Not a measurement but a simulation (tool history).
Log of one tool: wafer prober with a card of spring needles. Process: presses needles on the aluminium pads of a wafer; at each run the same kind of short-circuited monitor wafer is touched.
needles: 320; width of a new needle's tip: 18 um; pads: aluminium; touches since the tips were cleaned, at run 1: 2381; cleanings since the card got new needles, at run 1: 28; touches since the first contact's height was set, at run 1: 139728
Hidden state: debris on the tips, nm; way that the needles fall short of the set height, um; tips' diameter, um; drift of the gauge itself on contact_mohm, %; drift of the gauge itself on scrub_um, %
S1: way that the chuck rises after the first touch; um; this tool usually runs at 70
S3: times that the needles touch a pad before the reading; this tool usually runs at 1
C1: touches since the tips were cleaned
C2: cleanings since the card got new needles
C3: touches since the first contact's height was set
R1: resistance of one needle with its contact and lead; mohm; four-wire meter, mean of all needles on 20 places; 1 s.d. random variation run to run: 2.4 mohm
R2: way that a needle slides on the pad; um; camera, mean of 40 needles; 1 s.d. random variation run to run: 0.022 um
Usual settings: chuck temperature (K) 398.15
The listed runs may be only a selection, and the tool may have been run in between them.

{"run": 1, "day": 0.0, "S1": 70, "chuck temperature (K)": 398.15, "S3": 1, "C1": 2381, "C2": 28, "C3": 139728, "R1": 327, "R2": 9.53}
{"day": 0.338, "done": "tips cleaned on abrasive film"}
{"run": 2, "day": 0.483, "S1": 70, "chuck temperature (K)": 375.15, "S3": 1, "C1": 823, "C2": 29, "C3": 142419, "R1": 285, "R2": 9.54}
{"day": 1.142, "done": "tips cleaned on abrasive film"}
{"run": 3, "day": 1.317, "S1": 70, "chuck temperature (K)": 398.15, "S3": 1, "C1": 972, "C2": 30, "C3": 147055, "R1": 306, "R2": 9.5}
{"day": 1.904, "done": "tips cleaned on abrasive film"}
{"run": 4, "day": 2.004, "S1": 70, "chuck temperature (K)": 398.15, "S3": 1, "C1": 561, "C2": 31, "C3": 150906, "R1": 291, "R2": 9.51}
{"day": 2.683, "done": "tips cleaned on abrasive film"}
{"run": 5, "day": 2.846, "S1": 52, "chuck temperature (K)": 398.15, "S3": 1, "C1": 903, "C2": 32, "C3": 155584, "R1": 326, "R2": 6.96}
{"run": 6, "day": 3.379, "S1": 52, "chuck temperature (K)": 398.15, "S3": 1, "C1": 3900, "C2": 32, "C3": 158581, "R1": 402, "R2": 6.94}
{"day": 3.454, "done": "tips cleaned on abrasive film"}
{"run": 7, "day": 4.088, "S1": 52, "chuck temperature (K)": 398.15, "S3": 1, "C1": 3544, "C2": 33, "C3": 162533, "R1": 401, "R2": 6.92}
{"day": 4.221, "done": "tips cleaned on abrasive film"}
{"run": 8, "day": 4.846, "S1": 52, "chuck temperature (K)": 398.15, "S3": 1, "C1": 3487, "C2": 34, "C3": 166756, "R1": 394, "R2": 6.88}
{"day": 4.988, "done": "tips cleaned on abrasive film"}
{"run": 9, "day": 5.375, "S1": 52, "chuck temperature (K)": 398.15, "S3": 2, "C1": 2181, "C2": 35, "C3": 169718, "R1": 331, "R2": 6.87}
{"day": 5.792, "done": "tips cleaned on abrasive film"}
{"day": 6.542, "done": "tips cleaned on abrasive film"}
{"run": 10, "day": 6.546, "S1": 52, "chuck temperature (K)": 398.15, "S3": 2, "C1": 16, "C2": 37, "C3": 176220, "R1": 284, "R2": 6.84}
{"day": 6.642, "done": "height of the first contact set anew"}
{"run": 11, "day": 7.133, "S1": 52, "chuck temperature (K)": 398.15, "S3": 2, "C1": 3254, "C2": 37, "C3": 2769, "R1": 344, "R2": 7.33}
{"day": 7.325, "done": "tips cleaned on abrasive film"}
{"day": 8.092, "done": "tips cleaned on abrasive film"}
{"run": 12, "day": 8.258, "S1": 70, "chuck temperature (K)": 301.15, "S3": 1, "C1": 941, "C2": 39, "C3": 9032, "R1": 276, "R2": 9.92}
{"day": 8.838, "done": "tips cleaned on abrasive film"}
{"run": 13, "day": 8.958, "S1": 70, "chuck temperature (K)": 398.15, "S3": 1, "C1": 680, "C2": 40, "C3": 12928, "R1": 287, "R2": 9.85}
{"run": 14, "day": 9.521, "S1": 62, "chuck temperature (K)": 398.15, "S3": 1, "C1": 3836, "C2": 40, "C3": 16084, "R1": 361, "R2": 8.74}
{"day": 9.608, "done": "tips cleaned on abrasive film"}
{"run": 15, "day": 10.15, "S1": 70, "chuck temperature (K)": 380.15, "S3": 1, "C1": 3056, "C2": 41, "C3": 19593, "R1": 325, "R2": 9.83}
{"day": 10.408, "done": "tips cleaned on abrasive film"}
{"day": 11.217, "done": "tips cleaned on abrasive film"}
{"run": 16, "day": 11.217, "S1": 70, "chuck temperature (K)": 380.15, "S3": 1, "C1": 0, "C2": 43, "C3": 25517, "R1": 273, "R2": 9.83}
{"day": 12.0, "done": "tips cleaned on abrasive film"}
{"run": 17, "day": 12.238, "S1": 53, "chuck temperature (K)": 380.15, "S3": 1, "C1": 1327, "C2": 44, "C3": 31212, "R1": 327, "R2": 7.41}
{"day": 12.796, "done": "tips cleaned on abrasive film"}
{"run": 18, "day": 12.85, "S1": 53, "chuck temperature (K)": 380.15, "S3": 1, "C1": 310, "C2": 45, "C3": 34633, "R1": 288, "R2": 7.41}
{"day": 13.571, "done": "tips cleaned on abrasive film"}
{"run": 19, "day": 13.696, "S1": 53, "chuck temperature (K)": 380.15, "S3": 1, "C1": 706, "C2": 46, "C3": 39363, "R1": 304, "R2": 7.37}
{"run": 20, "day": 14.258, "S1": 53, "chuck temperature (K)": 380.15, "S3": 1, "C1": 3849, "C2": 46, "C3": 42506, "R1": 404, "R2": 7.37}
{"day": 14.321, "done": "tips cleaned on abrasive film"}
{"day": 15.062, "done": "tips cleaned on abrasive film"}
{"run": 21, "day": 15.333, "S1": 78, "chuck temperature (K)": 317.15, "S3": 1, "C1": 1512, "C2": 48, "C3": 48494, "R1": 283, "R2": 10.87}
{"day": 15.842, "done": "tips cleaned on abrasive film"}
{"run": 22, "day": 15.946, "S1": 78, "chuck temperature (K)": 317.15, "S3": 1, "C1": 593, "C2": 49, "C3": 51902, "R1": 260, "R2": 10.83}
{"run": 23, "day": 16.533, "S1": 58, "chuck temperature (K)": 317.15, "S3": 2, "C1": 3890, "C2": 49, "C3": 55199, "R1": 319, "R2": 8.02}
{"day": 16.638, "done": "tips cleaned on abrasive film"}
{"run": 24, "day": 17.025, "S1": 67, "chuck temperature (K)": 398.15, "S3": 2, "C1": 2167, "C2": 50, "C3": 57929, "R1": 304, "R2": 9.27}
{"day": 17.433, "done": "tips cleaned on abrasive film"}
{"run": 25, "day": 18.138, "S1": 66, "chuck temperature (K)": 398.15, "S3": 1, "C1": 3941, "C2": 51, "C3": 64139, "R1": 357, "R2": 9.14}
{"day": 18.208, "done": "tips cleaned on abrasive film"}
{"day": 18.996, "done": "tips cleaned on abrasive film"}
{"run": 26, "day": 19.175, "S1": 66, "chuck temperature (K)": 398.15, "S3": 1, "C1": 995, "C2": 53, "C3": 69913, "R1": 305, "R2": 9.07}
{"day": 19.779, "done": "tips cleaned on abrasive film"}
{"run": 27, "day": 20.225, "S1": 82, "chuck temperature (K)": 329.15, "S3": 2, "C1": 2487, "C2": 54, "C3": 75776, "R1": 277, "R2": 11.38}
{"day": 20.538, "done": "tips cleaned on abrasive film"}
{"day": 21.333, "done": "tips cleaned on abrasive film"}
{"run": 28, "day": 21.35, "S1": 82, "chuck temperature (K)": 329.15, "S3": 2, "C1": 86, "C2": 56, "C3": 82034, "R1": 254, "R2": 11.31}
{"run": 29, "day": 21.821, "S1": 82, "chuck temperature (K)": 329.15, "S3": 2, "C1": 2732, "C2": 56, "C3": 84680, "R1": 281, "R2": 11.32}
{"day": 22.129, "done": "tips cleaned on abrasive film"}
{"day": 22.875, "done": "tips cleaned on abrasive film"}
{"run": 30, "day": 22.875, "S1": 70, "chuck temperature (K)": 398.15, "S3": 1, "C1": 0, "C2": 58, "C3": 90551, "R1": 275, "R2": 9.63}
{"run": 31, "day": 23.383, "S1": 86, "chuck temperature (K)": 365.15, "S3": 2, "C1": 2854, "C2": 58, "C3": 93405, "R1": 286, "R2": 11.88}
{"day": 23.629, "done": "tips cleaned on abrasive film"}
{"run": 32, "day": 24.229, "S1": 78, "chuck temperature (K)": 365.15, "S3": 2, "C1": 3364, "C2": 59, "C3": 98131, "R1": 293, "R2": 10.72}
{"day": 24.4, "done": "tips cleaned on abrasive film"}
{"day": 25.154, "done": "tips cleaned on abrasive film"}
{"run": 33, "day": 25.279, "S1": 68, "chuck temperature (K)": 398.15, "S3": 1, "C1": 695, "C2": 61, "C3": 103966, "R1": 294, "R2": 9.28}

Take each entry between the runs: how does the hidden state at the last listed run before it differ from the hidden state at the first listed run after it?
Run 1 -> run 2: tips cleaned on abrasive film (day 0.338)
  debris on the tips, nm: 95.6 -> 37.1; way that the needles fall short of the set height, um: 2.67 -> 2.79; tips' diameter, um: 18.93 -> 18.98
  what was measured, less what the result would be without the hidden state, R1: +62 -> +26 mohm; R2: -0.38 -> -0.39 um
Run 2 -> run 3: tips cleaned on abrasive film (day 1.142)
  debris on the tips, nm: 37.1 -> 51.5; way that the needles fall short of the set height, um: 2.79 -> 2.9; tips' diameter, um: 18.98 -> 19.02
  what was measured, less what the result would be without the hidden state, R1: +26 -> +36 mohm; R2: -0.39 -> -0.41 um
Run 3 -> run 4: tips cleaned on abrasive film (day 1.904)
  debris on the tips, nm: 51.5 -> 34.8; way that the needles fall short of the set height, um: 2.9 -> 3.02; tips' diameter, um: 19.02 -> 19.06
  what was measured, less what the result would be without the hidden state, R1: +36 -> +24 mohm; R2: -0.41 -> -0.42 um
Run 4 -> run 5: tips cleaned on abrasive film (day 2.683)
  debris on the tips, nm: 34.8 -> 42.9; way that the needles fall short of the set height, um: 3.02 -> 3.09; tips' diameter, um: 19.06 -> 19.08
  what was measured, less what the result would be without the hidden state, R1: +24 -> +52 mohm; R2: -0.42 -> -0.44 um
Run 6 -> run 7: tips cleaned on abrasive film (day 3.454)
  debris on the tips, nm: 115.4 -> 110.3; way that the needles fall short of the set height, um: 3.09 -> 3.19; tips' diameter, um: 19.08 -> 19.12
  what was measured, less what the result would be without the hidden state, R1: +131 -> +128 mohm; R2: -0.44 -> -0.45 um
Run 7 -> run 8: tips cleaned on abrasive film (day 4.221)
  debris on the tips, nm: 110.3 -> 106.9; way that the needles fall short of the set height, um: 3.19 -> 3.3; tips' diameter, um: 19.12 -> 19.15
  what was measured, less what the result would be without the hidden state, R1: +128 -> +124 mohm; R2: -0.45 -> -0.47 um
Run 8 -> run 9: tips cleaned on abrasive film (day 4.988)
  debris on the tips, nm: 106.9 -> 77.7; way that the needles fall short of the set height, um: 3.3 -> 3.41; tips' diameter, um: 19.15 -> 19.19
  what was measured, less what the result would be without the hidden state, R1: +124 -> +57 mohm; R2: -0.47 -> -0.48 um
Run 9 -> run 10: tips cleaned on abrasive film (day 5.792); tips cleaned on abrasive film (day 6.542)
  debris on the tips, nm: 77.7 -> 11.1; way that the needles fall short of the set height, um: 3.41 -> 3.64; tips' diameter, um: 19.19 -> 19.27
  what was measured, less what the result would be without the hidden state, R1: +57 -> +11 mohm; R2: -0.48 -> -0.51 um
Run 10 -> run 11: height of the first contact set anew (day 6.642)
  debris on the tips, nm: 11.1 -> 105.3; way that the needles fall short of the set height, um: 3.64 -> 0
  what was measured, less what the result would be without the hidden state, R1: +11 -> +67 mohm; R2: -0.51 -> +0 um
Run 11 -> run 12: tips cleaned on abrasive film (day 7.325); tips cleaned on abrasive film (day 8.092)
  debris on the tips, nm: 105.3 -> 45.6; way that the needles fall short of the set height, um: 0 -> 0.19; tips' diameter, um: 19.27 -> 19.34
  what was measured, less what the result would be without the hidden state, R1: +67 -> +33 mohm; R2: +0 -> -0.02 um
Run 12 -> run 13: tips cleaned on abrasive film (day 8.838)
  debris on the tips, nm: 45.6 -> 37.4; way that the needles fall short of the set height, um: 0.19 -> 0.3; tips' diameter, um: 19.34 -> 19.38
  what was measured, less what the result would be without the hidden state, R1: +33 -> +24 mohm; R2: -0.02 -> -0.04 um
Run 14 -> run 15: tips cleaned on abrasive film (day 9.608)
  debris on the tips, nm: 116.3 -> 95.2; way that the needles fall short of the set height, um: 0.3 -> 0.41; tips' diameter, um: 19.38 -> 19.42
  what was measured, less what the result would be without the hidden state, R1: +91 -> +62 mohm; R2: -0.04 -> -0.06 um
Run 15 -> run 16: tips cleaned on abrasive film (day 10.408); tips cleaned on abrasive film (day 11.217)
  debris on the tips, nm: 95.2 -> 13.2; way that the needles fall short of the set height, um: 0.41 -> 0.63; tips' diameter, um: 19.42 -> 19.49
  what was measured, less what the result would be without the hidden state, R1: +62 -> +10 mohm; R2: -0.06 -> -0.09 um
Run 16 -> run 17: tips cleaned on abrasive film (day 12)
  debris on the tips, nm: 13.2 -> 53.8; way that the needles fall short of the set height, um: 0.63 -> 0.73; tips' diameter, um: 19.49 -> 19.53
  what was measured, less what the result would be without the hidden state, R1: +10 -> +59 mohm; R2: -0.09 -> -0.1 um
Run 17 -> run 18: tips cleaned on abrasive film (day 12.796)
  debris on the tips, nm: 53.8 -> 20.9; way that the needles fall short of the set height, um: 0.73 -> 0.83; tips' diameter, um: 19.53 -> 19.56
  what was measured, less what the result would be without the hidden state, R1: +59 -> +24 mohm; R2: -0.1 -> -0.11 um
Run 18 -> run 19: tips cleaned on abrasive film (day 13.571)
  debris on the tips, nm: 20.9 -> 33.6; way that the needles fall short of the set height, um: 0.83 -> 0.94; tips' diameter, um: 19.56 -> 19.6
  what was measured, less what the result would be without the hidden state, R1: +24 -> +38 mohm; R2: -0.11 -> -0.13 um
Run 20 -> run 21: tips cleaned on abrasive film (day 14.321); tips cleaned on abrasive film (day 15.062)
  debris on the tips, nm: 117.6 -> 60.1; way that the needles fall short of the set height, um: 0.94 -> 1.14; tips' diameter, um: 19.6 -> 19.67
  what was measured, less what the result would be without the hidden state, R1: +132 -> +38 mohm; R2: -0.13 -> -0.16 um
Run 21 -> run 22: tips cleaned on abrasive film (day 15.842)
  debris on the tips, nm: 60.1 -> 27.8; way that the needles fall short of the set height, um: 1.14 -> 1.26; tips' diameter, um: 19.67 -> 19.72
  what was measured, less what the result would be without the hidden state, R1: +38 -> +19 mohm; R2: -0.16 -> -0.17 um
Run 23 -> run 24: tips cleaned on abrasive film (day 16.638)
  debris on the tips, nm: 113.2 -> 82.5; way that the needles fall short of the set height, um: 1.26 -> 1.37; tips' diameter, um: 19.72 -> 19.75
  what was measured, less what the result would be without the hidden state, R1: +72 -> +37 mohm; R2: -0.18 -> -0.19 um
Run 24 -> run 25: tips cleaned on abrasive film (day 17.433)
  debris on the tips, nm: 82.5 -> 122.1; way that the needles fall short of the set height, um: 1.37 -> 1.49; tips' diameter, um: 19.75 -> 19.8
  what was measured, less what the result would be without the hidden state, R1: +37 -> +91 mohm; R2: -0.19 -> -0.21 um
Run 25 -> run 26: tips cleaned on abrasive film (day 18.208); tips cleaned on abrasive film (day 18.996)
  debris on the tips, nm: 122.1 -> 50; way that the needles fall short of the set height, um: 1.49 -> 1.66; tips' diameter, um: 19.8 -> 19.86
  what was measured, less what the result would be without the hidden state, R1: +91 -> +39 mohm; R2: -0.21 -> -0.24 um
Run 26 -> run 27: tips cleaned on abrasive film (day 19.779)
  debris on the tips, nm: 50 -> 88.6; way that the needles fall short of the set height, um: 1.66 -> 1.78; tips' diameter, um: 19.86 -> 19.9
  what was measured, less what the result would be without the hidden state, R1: +39 -> +32 mohm; R2: -0.24 -> -0.25 um
Run 27 -> run 28: tips cleaned on abrasive film (day 20.538); tips cleaned on abrasive film (day 21.333)
  debris on the tips, nm: 88.6 -> 18.3; way that the needles fall short of the set height, um: 1.78 -> 2; tips' diameter, um: 19.9 -> 19.97
  what was measured, less what the result would be without the hidden state, R1: +32 -> +7 mohm; R2: -0.25 -> -0.28 um
Run 29 -> run 30: tips cleaned on abrasive film (day 22.129); tips cleaned on abrasive film (day 22.875)
  debris on the tips, nm: 96.3 -> 13.8; way that the needles fall short of the set height, um: 2 -> 2.21; tips' diameter, um: 19.97 -> 20.05
  what was measured, less what the result would be without the hidden state, R1: +34 -> +11 mohm; R2: -0.28 -> -0.32 um
Run 31 -> run 32: tips cleaned on abrasive film (day 23.629)
  debris on the tips, nm: 99.6 -> 104; way that the needles fall short of the set height, um: 2.21 -> 2.29; tips' diameter, um: 20.05 -> 20.08
  what was measured, less what the result would be without the hidden state, R1: +32 -> +39 mohm; R2: -0.31 -> -0.33 um
Run 32 -> run 33: tips cleaned on abrasive film (day 24.4); tips cleaned on abrasive film (day 25.154)
  debris on the tips, nm: 104 -> 34.4; way that the needles fall short of the set height, um: 2.29 -> 2.51; tips' diameter, um: 20.08 -> 20.15
  what was measured, less what the result would be without the hidden state, R1: +39 -> +27 mohm; R2: -0.33 -> -0.35 um
